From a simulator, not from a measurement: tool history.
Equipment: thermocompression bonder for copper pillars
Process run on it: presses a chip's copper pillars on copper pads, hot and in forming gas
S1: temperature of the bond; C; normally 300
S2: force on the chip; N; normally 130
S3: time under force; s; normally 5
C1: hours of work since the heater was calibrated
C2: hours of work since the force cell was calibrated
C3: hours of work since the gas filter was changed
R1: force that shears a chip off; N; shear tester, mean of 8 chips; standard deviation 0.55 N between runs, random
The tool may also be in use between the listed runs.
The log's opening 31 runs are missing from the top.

run	hour	S1	S2	S3	C1	C2	C3	R1
32	672.8	287	167	8	1071	538	39	76.5
33	698	285	104	13	1088	554	56	60.4
34	729.3	320	82	5	1108	574	76	47.8
35	754.4	301	105	7	1124	590	92	56.9
36	779	308	85	3	1139	606	107	35.8
37	799.6	285	85	14	1153	619	121	52.3
38	812.8	328	181	7	1161	628	129	95.2
39	841.1	315	130	5	1179	646	147	69.6

Consider 3 possible next runs. They are alternatives, not a sequence: every one starts from the tool as it was left by run 39. What does each give?
A	866.1	294	144	7	1195	662	163	?
B	866.1	275	98	8	1195	662	163	?
C	866.1	325	88	5	1195	662	163	?

run	R1
A	71.2
B	44
C	53.8
Take away the tool's hidden state, keep each run's random variation, and the runs would have read:
run	R1
A	71.3
B	43.9
C	53.8
